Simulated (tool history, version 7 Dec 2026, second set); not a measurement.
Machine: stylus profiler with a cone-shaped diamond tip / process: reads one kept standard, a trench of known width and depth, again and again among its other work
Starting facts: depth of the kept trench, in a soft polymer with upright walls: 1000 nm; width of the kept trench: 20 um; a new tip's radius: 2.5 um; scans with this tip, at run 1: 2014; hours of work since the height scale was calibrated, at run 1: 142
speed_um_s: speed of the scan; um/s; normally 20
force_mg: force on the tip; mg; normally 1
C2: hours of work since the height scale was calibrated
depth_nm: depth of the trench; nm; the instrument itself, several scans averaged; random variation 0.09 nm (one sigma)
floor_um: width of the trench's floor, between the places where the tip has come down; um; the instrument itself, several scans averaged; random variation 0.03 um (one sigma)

run 1 hour=0 | speed_um_s=20 force_mg=1 | scans_with_this_tip=2014 C2=142 | depth_nm=1006.77 floor_um=15.77
run 2 hour=58.1 | speed_um_s=20 force_mg=1 | scans_with_this_tip=2645 C2=186 | depth_nm=1006.8 floor_um=15.82
run 3 hour=111.9 | speed_um_s=20 force_mg=1 | scans_with_this_tip=3228 C2=227 | depth_nm=1006.84 floor_um=15.89
run 4 hour=157.9 | speed_um_s=20 force_mg=1 | scans_with_this_tip=3728 C2=263 | depth_nm=1006.75 floor_um=15.85
run 5 hour=214.9 | speed_um_s=64 force_mg=1 | scans_with_this_tip=4347 C2=306 | depth_nm=1006.7 floor_um=15.44
run 6 hour=266.4 | speed_um_s=64 force_mg=1 | scans_with_this_tip=4906 C2=346 | depth_nm=1006.62 floor_um=15.41
run 7 hour=298.7 | speed_um_s=64 force_mg=1 | scans_with_this_tip=5257 C2=370 | depth_nm=1006.71 floor_um=15.4
run 8 hour=337 | speed_um_s=64 force_mg=1 | scans_with_this_tip=5672 C2=400 | depth_nm=1006.76 floor_um=15.41
run 9 hour=389.4 | speed_um_s=20 force_mg=1 | scans_with_this_tip=6242 C2=440 | depth_nm=1006.74 floor_um=15.76
run 10 hour=422.6 | speed_um_s=20 force_mg=1.67 | scans_with_this_tip=6602 C2=465 | depth_nm=1009.45 floor_um=15.84
run 11 hour=481.6 | speed_um_s=20 force_mg=2.06 | scans_with_this_tip=7242 C2=510 | depth_nm=1010.86 floor_um=15.87
run 12 hour=522.5 | speed_um_s=20 force_mg=2.06 | scans_with_this_tip=7687 C2=541 | depth_nm=1011.06 floor_um=15.93
run 13 hour=555.6 | speed_um_s=20 force_mg=2.06 | scans_with_this_tip=8046 C2=567 | depth_nm=1010.94 floor_um=15.85
run 14 hour=606.4 | speed_um_s=20 force_mg=2.06 | scans_with_this_tip=8597 C2=606 | depth_nm=1011.03 floor_um=15.85
run 15 hour=642 | speed_um_s=35 force_mg=2.49 | scans_with_this_tip=8984 C2=633 | depth_nm=1012.41 floor_um=15.77
run 16 hour=689.3 | speed_um_s=20 force_mg=1.68 | scans_with_this_tip=9498 C2=669 | depth_nm=1009.59 floor_um=15.82
run 17 hour=727.2 | speed_um_s=8 force_mg=0.81 | scans_with_this_tip=9909 C2=698 | depth_nm=1005.9 floor_um=15.87
run 18 hour=787.1 | speed_um_s=37 force_mg=0.52 | scans_with_this_tip=10560 C2=744 | depth_nm=1004.35 floor_um=15.51
-- hour=812.8 new tip fitted, height scale calibrated
run 19 hour=825.4 | speed_um_s=21 force_mg=0.98 | scans_with_this_tip=137 C2=10 | depth_nm=1006.66 floor_um=15.85
run 20 hour=866.5 | speed_um_s=23 force_mg=0.55 | scans_with_this_tip=584 C2=41 | depth_nm=1004.39 floor_um=15.73
run 21 hour=895.4 | speed_um_s=54 force_mg=0.83 | scans_with_this_tip=897 C2=63 | depth_nm=1005.91 floor_um=15.43
run 22 hour=935.2 | speed_um_s=54 force_mg=0.83 | scans_with_this_tip=1329 C2=94 | depth_nm=1005.94 floor_um=15.43

The next listed run, before its measurement:
run 23 hour=992.7 | speed_um_s=54 force_mg=0.83 | scans_with_this_tip=1954 C2=138 | depth_nm=? floor_um=?

depth_nm: 1005.89 nm
floor_um: 15.44 um
The same run, on a tool lacking any hidden state, would have yielded depth_nm 1005.89 nm, floor_um 15.44 um.
